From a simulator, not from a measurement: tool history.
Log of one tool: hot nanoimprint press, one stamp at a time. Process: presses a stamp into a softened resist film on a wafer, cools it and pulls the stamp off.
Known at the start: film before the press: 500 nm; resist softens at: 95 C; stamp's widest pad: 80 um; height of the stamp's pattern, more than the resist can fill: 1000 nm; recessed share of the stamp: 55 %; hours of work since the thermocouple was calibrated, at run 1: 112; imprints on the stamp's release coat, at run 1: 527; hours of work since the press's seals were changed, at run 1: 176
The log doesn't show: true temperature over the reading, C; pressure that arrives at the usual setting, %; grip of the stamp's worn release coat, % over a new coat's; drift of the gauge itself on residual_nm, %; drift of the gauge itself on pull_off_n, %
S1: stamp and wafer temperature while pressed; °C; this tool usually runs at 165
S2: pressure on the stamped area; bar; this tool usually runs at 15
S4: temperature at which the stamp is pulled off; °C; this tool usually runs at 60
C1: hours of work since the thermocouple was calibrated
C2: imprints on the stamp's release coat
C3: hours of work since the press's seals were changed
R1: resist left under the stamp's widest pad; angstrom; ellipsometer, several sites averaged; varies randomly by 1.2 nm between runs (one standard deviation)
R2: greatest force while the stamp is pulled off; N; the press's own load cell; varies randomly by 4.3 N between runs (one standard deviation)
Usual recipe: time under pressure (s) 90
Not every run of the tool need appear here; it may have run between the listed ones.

{"run": 1, "hour": 0.0, "S1": 165, "S2": 15, "time under pressure (s)": 90, "S4": 60, "C1": 112, "C2": 527, "C3": 176, "R1": 2989, "R2": 211}
{"run": 2, "hour": 22.0, "S1": 165, "S2": 15, "time under pressure (s)": 90, "S4": 60, "C1": 125, "C2": 620, "C3": 189, "R1": 2984, "R2": 207}
{"run": 3, "hour": 43.4, "S1": 169, "S2": 15, "time under pressure (s)": 90, "S4": 60, "C1": 137, "C2": 710, "C3": 201, "R1": 2644, "R2": 217}
{"run": 4, "hour": 66.6, "S1": 169, "S2": 15, "time under pressure (s)": 90, "S4": 60, "C1": 150, "C2": 807, "C3": 214, "R1": 2637, "R2": 205}
{"run": 5, "hour": 81.2, "S1": 169, "S2": 15, "time under pressure (s)": 90, "S4": 60, "C1": 158, "C2": 869, "C3": 222, "R1": 2637, "R2": 217}
{"run": 6, "hour": 96.9, "S1": 169, "S2": 10.4, "time under pressure (s)": 90, "S4": 60, "C1": 167, "C2": 935, "C3": 231, "R1": 3007, "R2": 215}
{"run": 7, "hour": 112.3, "S1": 165, "S2": 15, "time under pressure (s)": 70, "S4": 60, "C1": 176, "C2": 999, "C3": 240, "R1": 3256, "R2": 207}
{"run": 8, "hour": 135.7, "S1": 165, "S2": 15, "time under pressure (s)": 70, "S4": 60, "C1": 189, "C2": 1098, "C3": 253, "R1": 3244, "R2": 215}
{"run": 9, "hour": 158.4, "S1": 165, "S2": 15, "time under pressure (s)": 70, "S4": 60, "C1": 202, "C2": 1193, "C3": 266, "R1": 3236, "R2": 213}
{"run": 10, "hour": 171.9, "S1": 165, "S2": 15, "time under pressure (s)": 129, "S4": 60, "C1": 210, "C2": 1250, "C3": 273, "R1": 2654, "R2": 211}
{"run": 11, "hour": 184.1, "S1": 165, "S2": 15, "time under pressure (s)": 129, "S4": 60, "C1": 216, "C2": 1301, "C3": 280, "R1": 2684, "R2": 211}
{"run": 12, "hour": 202.7, "S1": 166, "S2": 15, "time under pressure (s)": 90, "S4": 60, "C1": 227, "C2": 1379, "C3": 291, "R1": 2928, "R2": 203}
{"run": 13, "hour": 218.7, "S1": 166, "S2": 15, "time under pressure (s)": 90, "S4": 60, "C1": 236, "C2": 1446, "C3": 300, "R1": 2933, "R2": 219}
{"run": 14, "hour": 244.2, "S1": 166, "S2": 15, "time under pressure (s)": 90, "S4": 60, "C1": 250, "C2": 1554, "C3": 314, "R1": 2923, "R2": 217}
{"run": 15, "hour": 269.5, "S1": 166, "S2": 15, "time under pressure (s)": 90, "S4": 60, "C1": 265, "C2": 1660, "C3": 328, "R1": 2939, "R2": 212}
{"run": 16, "hour": 291.3, "S1": 166, "S2": 15, "time under pressure (s)": 90, "S4": 60, "C1": 277, "C2": 1752, "C3": 341, "R1": 2940, "R2": 220}
{"run": 17, "hour": 304.8, "S1": 165, "S2": 15, "time under pressure (s)": 71, "S4": 53, "C1": 285, "C2": 1808, "C3": 348, "R1": 3249, "R2": 243}
{"run": 18, "hour": 321.2, "S1": 162, "S2": 22.2, "time under pressure (s)": 114, "S4": 53, "C1": 294, "C2": 1877, "C3": 358, "R1": 2684, "R2": 252}
{"run": 19, "hour": 344.7, "S1": 155, "S2": 13.8, "time under pressure (s)": 134, "S4": 59, "C1": 307, "C2": 1976, "C3": 371, "R1": 3718, "R2": 221}
{"run": 20, "hour": 366.0, "S1": 173, "S2": 19.1, "time under pressure (s)": 72, "S4": 59, "C1": 319, "C2": 2065, "C3": 383, "R1": 2320, "R2": 219}
{"run": 21, "hour": 386.8, "S1": 173, "S2": 19.1, "time under pressure (s)": 72, "S4": 59, "C1": 331, "C2": 2153, "C3": 395, "R1": 2323, "R2": 220}
{"run": 22, "hour": 411.7, "S1": 173, "S2": 19.1, "time under pressure (s)": 72, "S4": 59, "C1": 345, "C2": 2258, "C3": 409, "R1": 2336, "R2": 224}
{"run": 23, "hour": 423.1, "S1": 173, "S2": 11.6, "time under pressure (s)": 72, "S4": 47, "C1": 351, "C2": 2305, "C3": 415, "R1": 2818, "R2": 284}
{"run": 24, "hour": 438.6, "S1": 176, "S2": 11.6, "time under pressure (s)": 72, "S4": 47, "C1": 360, "C2": 2371, "C3": 424, "R1": 2583, "R2": 282}
{"hour": 453.5, "done": "stamp cleaned and given a new release coat"}
{"run": 25, "hour": 460.3, "S1": 162, "S2": 10.2, "time under pressure (s)": 58, "S4": 67, "C1": 369, "C2": 28, "C3": 433, "R1": 4029, "R2": 174}
{"run": 26, "hour": 474.4, "S1": 162, "S2": 10.2, "time under pressure (s)": 58, "S4": 67, "C1": 377, "C2": 88, "C3": 441, "R1": 4068, "R2": 175}
{"run": 27, "hour": 492.5, "S1": 165, "S2": 17.2, "time under pressure (s)": 90, "S4": 60, "C1": 387, "C2": 164, "C3": 451, "R1": 2892, "R2": 208}
{"run": 28, "hour": 504.6, "S1": 169, "S2": 17.2, "time under pressure (s)": 132, "S4": 60, "C1": 394, "C2": 215, "C3": 458, "R1": 2211, "R2": 212}
{"run": 29, "hour": 529.0, "S1": 164, "S2": 9.6, "time under pressure (s)": 143, "S4": 53, "C1": 408, "C2": 317, "C3": 471, "R1": 3150, "R2": 247}
{"run": 30, "hour": 552.9, "S1": 164, "S2": 23.4, "time under pressure (s)": 143, "S4": 53, "C1": 421, "C2": 417, "C3": 485, "R1": 2274, "R2": 256}

Below, some changes in R1 between adjacent runs. For each, the amount present without the hidden state too (settings, incoming material, random variation) and the amount remaining for the hidden state with gauge scatter not shared by both compared results:
Run 19 -> 20: S1 155 -> 173, S2 13.8 -> 19.1, time under pressure (s) 134 -> 72. R1 -1398 angstrom: hidden state -23, all else -1375.
Run 24 -> 25: S1 176 -> 162, S2 11.6 -> 10.2, time under pressure (s) 72 -> 58, S4 47 -> 67, stamp cleaned and given a new release coat. R1 +1446 angstrom: hidden state +34, all else +1412.
Run 26 -> 27: S1 162 -> 165, S2 10.2 -> 17.2, time under pressure (s) 58 -> 90, S4 67 -> 60. R1 -1176 angstrom: hidden state -25, all else -1151.
Run 28 -> 29: S1 169 -> 164, S2 17.2 -> 9.6, time under pressure (s) 132 -> 143, S4 60 -> 53. R1 +939 angstrom: hidden state +27, all else +912.
